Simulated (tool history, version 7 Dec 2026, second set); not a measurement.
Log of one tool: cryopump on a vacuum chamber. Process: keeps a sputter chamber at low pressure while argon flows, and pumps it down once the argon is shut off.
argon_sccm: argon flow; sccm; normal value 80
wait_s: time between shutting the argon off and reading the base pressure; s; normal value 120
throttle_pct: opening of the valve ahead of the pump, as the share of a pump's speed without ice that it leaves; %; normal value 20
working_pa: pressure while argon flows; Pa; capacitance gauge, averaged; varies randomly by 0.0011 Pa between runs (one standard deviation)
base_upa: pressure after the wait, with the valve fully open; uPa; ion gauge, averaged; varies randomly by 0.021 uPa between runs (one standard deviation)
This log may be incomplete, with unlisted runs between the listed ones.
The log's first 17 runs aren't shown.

run,hour,argon_sccm,wait_s,throttle_pct,hours of work since the pump was warmed up and emptied,hours of work since the cold head was overhauled,hours of work since the chamber's fittings were tightened,working_pa,base_upa
18,267.9,125,120,20,184,184,67,0.6529,0.62
19,276.6,158,177,20,189,189,71,0.8311,0.53
20,285.7,136,120,27,193,193,76,0.5326,0.63
21,303.6,78,79,16,202,202,85,0.5117,0.8
22,315.1,70,30,22,207,207,90,0.3334,1.35
23,329.6,36,120,22,215,215,97,0.1724,0.61
24,349.9,119,120,20,224,224,107,0.6241,0.64
25,370.3,80,120,31,234,234,117,0.2725,0.72
26,389.6,80,120,31,244,244,127,0.2729,0.76
27,405.7,45,120,38,252,252,135,0.126,0.8
28,425,45,120,38,261,261,144,0.1261,0.79
29,434.8,65,126,53,266,266,149,0.1316,0.79
30,455.5,80,195,23,276,276,159,0.3666,0.69
31,476.6,80,195,23,286,286,169,0.3678,0.73

Estimate the outcome of run 32 from the log above:
32,490.5,80,195,23,293,293,176,?,?

working_pa: 0.367 Pa
base_upa: 0.73 uPa
With the hidden condition absent and the run-to-run variation left alone, this run would have shown working_pa 0.3614 Pa, base_upa 0.33 uPa.
